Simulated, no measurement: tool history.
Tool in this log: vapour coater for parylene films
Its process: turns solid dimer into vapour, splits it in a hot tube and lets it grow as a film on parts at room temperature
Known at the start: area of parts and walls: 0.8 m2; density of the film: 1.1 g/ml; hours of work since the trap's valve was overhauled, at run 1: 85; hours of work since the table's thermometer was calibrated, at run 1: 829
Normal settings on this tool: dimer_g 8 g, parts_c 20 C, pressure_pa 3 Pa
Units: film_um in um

run     day  dimer_g  parts_c  pressure_pa  hours of work since the trap's valve was overhauled  hours of work since the table's thermometer was calibrated  film_um
  1       0        8       20            3                                                   85                                                         829     5.71
  2   2.212        8       20            3                                                  114                                                         858     5.57
  3   4.412        8       20            3                                                  143                                                         888      5.5
  4    6.15        8       20            3                                                  166                                                         911     5.44
  5   7.721        8       20         7.11                                                  187                                                         931     5.12
  6   9.792        8       20            3                                                  214                                                         959     5.28
  7  10.779        8       20            3                                                  227                                                         972     5.27
  8  12.204        8       20            3                                                  246                                                         991     5.17
  9  13.779        8       20            3                                                  267                                                        1011     5.16
 10  15.108        8       20            3                                                  285                                                        1029     5.03
 11  16.204        8       20            3                                                  299                                                        1043     5.19
 12  17.388        9       20            3                                                  315                                                        1059     5.68
     17.742  -- trap's valve overhauled
 13  19.588        9       20            3                                                   24                                                        1086     5.46
     21.754  -- trap's valve overhauled, once more
 14  21.779        9       20            3                                                    0                                                        1113     6.48
 15  22.725        9       20            3                                                   13                                                        1125     6.51
 16  24.204        9       20            3                                                   32                                                        1145     6.49
 17  25.167        8       20         2.83                                                   45                                                        1158     5.74
 18  27.208        4       28         2.63                                                   72                                                        1185     2.26
 19  28.758        4       28         2.63                                                   93                                                        1205     2.24
 20  29.775        3       16         9.55                                                  106                                                        1219     2.25
 21  31.583        3       22         2.92                                                  130                                                        1242     1.95
 22  32.571        3       22         2.92                                                  143                                                        1255     1.94
 23  34.042        3       22         2.92                                                  162                                                        1275     1.93
 24  36.229        4       18            3                                                  191                                                        1304     2.83
 25  37.304        4       18            3                                                  206                                                        1318     2.84
 26  39.062        4       18            3                                                  229                                                        1341     2.77
 27  40.625       10       12         3.77                                                  249                                                        1362     8.07
 28  42.725        9       20         9.88                                                  277                                                        1390     5.33
 29   43.85        4       20         4.39                                                  292                                                        1405     2.47
 30  45.796       11       28         4.39                                                  318                                                        1430     5.27
     46.833  -- trap's valve overhauled
 31  47.467        3       28         4.39                                                    8                                                        1450     1.66

Here are 3 independent what-if runs from the current tool condition. What would each one return?
  A  48.746        4       30         2.52                                                   25                                                        1467        ?
  B  48.746        3       24         8.76                                                   25                                                        1467        ?
  C  48.746        3       15         2.31                                                   25                                                        1467        ?

run  film_um
  A     2.09
  B     1.81
  C     2.58
Without the tool's hidden state the same runs would have given:
run  film_um
  A     2.15
  B     1.86
  C     2.65
